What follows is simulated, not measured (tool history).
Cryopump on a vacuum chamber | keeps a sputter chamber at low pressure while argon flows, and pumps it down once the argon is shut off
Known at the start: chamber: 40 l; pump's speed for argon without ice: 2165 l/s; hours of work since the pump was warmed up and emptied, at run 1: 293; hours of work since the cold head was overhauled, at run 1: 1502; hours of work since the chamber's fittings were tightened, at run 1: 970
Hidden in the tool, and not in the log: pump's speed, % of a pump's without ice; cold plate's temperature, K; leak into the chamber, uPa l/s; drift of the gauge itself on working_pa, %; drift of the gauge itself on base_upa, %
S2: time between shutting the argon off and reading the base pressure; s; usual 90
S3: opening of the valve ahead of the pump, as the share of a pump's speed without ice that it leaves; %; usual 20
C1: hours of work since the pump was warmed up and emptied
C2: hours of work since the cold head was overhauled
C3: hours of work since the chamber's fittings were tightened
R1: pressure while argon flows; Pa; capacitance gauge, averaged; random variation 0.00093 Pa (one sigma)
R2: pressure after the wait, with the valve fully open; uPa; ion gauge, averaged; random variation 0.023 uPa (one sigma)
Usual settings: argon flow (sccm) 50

Run 1, hour 0: usual settings; C1 293; C2 1502; C3 970. Result: R1 0.2004 Pa, R2 1.73 uPa.
Run 2, hour 36: usual settings; C1 321; C2 1530; C3 998. Result: R1 0.2013 Pa, R2 1.7 uPa.
Run 3, hour 81.2: usual settings but S2 103 s; C1 357; C2 1566; C3 1034. Result: R1 0.202 Pa, R2 1.71 uPa.
Run 4, hour 109.3: usual settings but S2 103 s; C1 379; C2 1588; C3 1056. Result: R1 0.2032 Pa, R2 1.77 uPa.
Run 5, hour 144.5: usual settings; C1 407; C2 1615; C3 1083. Result: R1 0.2056 Pa, R2 1.87 uPa.
Run 6, hour 180.9: usual settings but S2 21 s; C1 435; C2 1644; C3 1112. Result: R1 0.2047 Pa, R2 3.97 uPa.
Run 7, hour 207.5: usual settings but S2 21 s, S3 21 %; C1 456; C2 1665; C3 1133. Result: R1 0.1967 Pa, R2 4.05 uPa.
Run 8, hour 233.1: usual settings but S2 21 s, S3 21 %; C1 476; C2 1685; C3 1153. Result: R1 0.1956 Pa, R2 4.11 uPa.
Run 9, hour 288.6: usual settings but S2 21 s, S3 21 %; C1 519; C2 1728; C3 1196. Result: R1 0.1973 Pa, R2 4.12 uPa.
Run 10, hour 342.3: usual settings; C1 562; C2 1770; C3 1238. Result: R1 0.2073 Pa, R2 2.11 uPa.
At hour 357.9: pump warmed up, emptied and cooled again.
Run 11, hour 387.9: usual settings but argon flow (sccm) 23; C1 24; C2 1802; C3 1270. Result: R1 0.0903 Pa, R2 1.83 uPa.
Run 12, hour 435.9: usual settings but argon flow (sccm) 23; C1 61; C2 1840; C3 1308. Result: R1 0.0906 Pa, R2 1.87 uPa.
Run 13, hour 481.6: usual settings but argon flow (sccm) 23; C1 97; C2 1875; C3 1344. Result: R1 0.091 Pa, R2 1.87 uPa.
Run 14, hour 515.9: usual settings but S3 32 %; C1 124; C2 1902; C3 1370. Result: R1 0.1259 Pa, R2 1.94 uPa.
Run 15, hour 570: usual settings but argon flow (sccm) 80; C1 166; C2 1945; C3 1413. Result: R1 0.3177 Pa, R2 2.08 uPa.
Run 16, hour 621.4: usual settings; C1 206; C2 1985; C3 1453. Result: R1 0.1995 Pa, R2 2.12 uPa.
Run 17, hour 668.9: usual settings; C1 244; C2 2022; C3 1490. Result: R1 0.1987 Pa, R2 2.04 uPa.
Run 18, hour 694.3: usual settings; C1 264; C2 2042; C3 1510. Result: R1 0.2004 Pa, R2 2.12 uPa.
Run 19, hour 724.1: usual settings but argon flow (sccm) 22, S2 111 s, S3 29 %; C1 287; C2 2065; C3 1534. Result: R1 0.0624 Pa, R2 2.17 uPa.
Run 20, hour 756.5: usual settings but S2 95 s; C1 312; C2 2091; C3 1559. Result: R1 0.2035 Pa, R2 2.23 uPa.
Run 21, hour 789.4: usual settings but argon flow (sccm) 20, S2 86 s, S3 37 %; C1 338; C2 2117; C3 1585. Result: R1 0.0456 Pa, R2 2.32 uPa.
Run 22, hour 822.5: usual settings but S2 253 s, S3 42 %; C1 364; C2 2143; C3 1611. Result: R1 0.1011 Pa, R2 1.92 uPa.
Run 23, hour 874.8: usual settings but S3 44 %; C1 405; C2 2184; C3 1652. Result: R1 0.0973 Pa, R2 2.49 uPa.
Run 24, hour 908.7: usual settings but argon flow (sccm) 33, S3 44 %; C1 432; C2 2210; C3 1678. Result: R1 0.0645 Pa, R2 2.45 uPa.
Run 25, hour 965.5: usual settings but argon flow (sccm) 33, S3 44 %; C1 476; C2 2255; C3 1723. Result: R1 0.0654 Pa, R2 2.55 uPa.
At hour 974.8: leaking fittings of the chamber tightened, without venting.
Run 26, hour 997.3: usual settings but argon flow (sccm) 31, S2 98 s, S3 37 %; C1 499; C2 2278; C3 18. Result: R1 0.072 Pa, R2 0.76 uPa.
Run 27, hour 1022.6: usual settings but S2 25 s, S3 35 %; C1 519; C2 2298; C3 37. Result: R1 0.123 Pa, R2 2.47 uPa.
Run 28, hour 1059.1: usual settings but S2 25 s, S3 26 %; C1 548; C2 2326; C3 66. Result: R1 0.1639 Pa, R2 2.44 uPa.
At hour 1090.6: pump warmed up, emptied and cooled again.
Run 29, hour 1104.6: usual settings but argon flow (sccm) 62, S3 26 %; C1 11; C2 2358; C3 98. Result: R1 0.1877 Pa, R2 0.81 uPa.
Run 30, hour 1154.6: usual settings but argon flow (sccm) 62, S2 249 s, S3 19 %; C1 50; C2 2397; C3 137. Result: R1 0.2545 Pa, R2 0.45 uPa.
Run 31, hour 1204.2: usual settings but argon flow (sccm) 62, S2 249 s, S3 19 %; C1 89; C2 2436; C3 176. Result: R1 0.2587 Pa, R2 0.47 uPa.
Run 32, hour 1248: usual settings but argon flow (sccm) 26; C1 123; C2 2470; C3 210. Result: R1 0.1025 Pa, R2 1 uPa.
Run 33, hour 1298.5: usual settings but argon flow (sccm) 53, S3 50 %; C1 163; C2 2510; C3 250. Result: R1 0.0853 Pa, R2 1 uPa.
Run 34, hour 1351.6: usual settings but argon flow (sccm) 88, S2 22 s, S3 44 %; C1 204; C2 2552; C3 291. Result: R1 0.1635 Pa, R2 2.95 uPa.

Hidden state or all else? Some run-to-run changes of R1, split into what the settings, what came in and random variation would give without the hidden state, and what is left for the hidden state (with any gauge scatter that isn't in both results):
Run 10 -> 11: argon flow (sccm) 50 -> 23, pump warmed up, emptied and cooled again. R1 -0.117 Pa: hidden state -0.0118, all else -0.1052.
Run 14 -> 15: argon flow (sccm) 50 -> 80, S3 32 -> 20. R1 +0.1918 Pa: hidden state +0.0028, all else +0.189.
Run 20 -> 21: argon flow (sccm) 50 -> 20, S2 95 -> 86, S3 20 -> 37. R1 -0.1579 Pa: hidden state -0.0038, all else -0.1541.
Run 21 -> 22: argon flow (sccm) 20 -> 50, S2 86 -> 253, S3 37 -> 42. R1 +0.0555 Pa: hidden state +0.005, all else +0.0505.
Run 28 -> 29: argon flow (sccm) 50 -> 62, S2 25 -> 90, pump warmed up, emptied and cooled again. R1 +0.0238 Pa: hidden state -0.011, all else +0.0348.
Run 31 -> 32: argon flow (sccm) 62 -> 26, S2 249 -> 90, S3 19 -> 20. R1 -0.1562 Pa: hidden state -0.0015, all else -0.1547.
